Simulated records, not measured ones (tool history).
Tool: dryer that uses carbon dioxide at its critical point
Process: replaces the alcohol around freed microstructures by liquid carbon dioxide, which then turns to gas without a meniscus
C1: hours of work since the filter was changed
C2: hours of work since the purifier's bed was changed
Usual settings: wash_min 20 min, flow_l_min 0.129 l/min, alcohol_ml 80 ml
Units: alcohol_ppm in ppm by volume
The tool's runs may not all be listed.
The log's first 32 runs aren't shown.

At day 71.9: inlet filter changed.
Run 33, day 73.454: usual settings but wash_min 26 min, flow_l_min 0.218 l/min, alcohol_ml 66 ml; C1 25; C2 1224. Result: alcohol_ppm 156 ppm by volume.
Run 34, day 75.217: usual settings but wash_min 26 min, flow_l_min 0.149 l/min; C1 54; C2 1252. Result: alcohol_ppm 863 ppm by volume.
At day 77.896: purifier's bed changed.
Run 35, day 78.15: usual settings but wash_min 26 min, flow_l_min 0.149 l/min; C1 100; C2 4. Result: alcohol_ppm 881 ppm by volume.
Run 36, day 80.829: usual settings but wash_min 26 min, flow_l_min 0.149 l/min; C1 144; C2 48. Result: alcohol_ppm 977 ppm by volume.
Run 37, day 83.529: usual settings but wash_min 26 min, flow_l_min 0.149 l/min; C1 188; C2 92. Result: alcohol_ppm 1081 ppm by volume.
Run 38, day 86.517: usual settings but wash_min 23 min, flow_l_min 0.149 l/min, alcohol_ml 57 ml; C1 237; C2 141. Result: alcohol_ppm 1514 ppm by volume.
Run 39, day 88.121: usual settings but wash_min 23 min, flow_l_min 0.107 l/min, alcohol_ml 57 ml; C1 263; C2 167. Result: alcohol_ppm 5089 ppm by volume.
Run 40, day 89.471: usual settings but wash_min 19 min, flow_l_min 0.148 l/min, alcohol_ml 57 ml; C1 285; C2 189. Result: alcohol_ppm 3491 ppm by volume.
Run 41, day 91.096: usual settings but wash_min 19 min, flow_l_min 0.148 l/min, alcohol_ml 57 ml; C1 312; C2 216. Result: alcohol_ppm 3587 ppm by volume.
Run 42, day 93.221: usual settings but wash_min 19 min, flow_l_min 0.148 l/min, alcohol_ml 57 ml; C1 346; C2 251. Result: alcohol_ppm 3941 ppm by volume.
At day 93.75: inlet filter changed.
Run 43, day 95.858: usual settings but wash_min 26 min, alcohol_ml 118 ml; C1 34; C2 293. Result: alcohol_ppm 2313 ppm by volume.
Run 44, day 98.862: usual settings but wash_min 15 min, alcohol_ml 35 ml; C1 84; C2 342. Result: alcohol_ppm 5232 ppm by volume.
Run 45, day 100.279: usual settings but wash_min 27 min, flow_l_min 0.113 l/min, alcohol_ml 35 ml; C1 107; C2 365. Result: alcohol_ppm 1176 ppm by volume.

Forecast each of these 5 alternatives for the next run:
Run A, day 103.104: usual settings but wash_min 18 min, flow_l_min 0.114 l/min, alcohol_ml 56 ml; C1 153; C2 411. Result: alcohol_ppm ?.
Run B, day 103.104: usual settings but wash_min 17 min, flow_l_min 0.146 l/min; C1 153; C2 411. Result: alcohol_ppm ?.
Run C, day 103.104: usual settings but wash_min 32 min, flow_l_min 0.144 l/min, alcohol_ml 24 ml; C1 153; C2 411. Result: alcohol_ppm ?.
Run D, day 103.104: usual settings but wash_min 26 min, flow_l_min 0.113 l/min, alcohol_ml 120 ml; C1 153; C2 411. Result: alcohol_ppm ?.
Run E, day 103.104: usual settings but wash_min 13 min, flow_l_min 0.21 l/min, alcohol_ml 46 ml; C1 153; C2 411. Result: alcohol_ppm ?.

run  alcohol_ppm
  A         7656
  B         6399
  C          158
  D         4939
  E         2825
Without the tool's hidden state the same runs would have given:
run  alcohol_ppm
  A         6252
  B         5024
  C           86
  D         3695
  E         2163

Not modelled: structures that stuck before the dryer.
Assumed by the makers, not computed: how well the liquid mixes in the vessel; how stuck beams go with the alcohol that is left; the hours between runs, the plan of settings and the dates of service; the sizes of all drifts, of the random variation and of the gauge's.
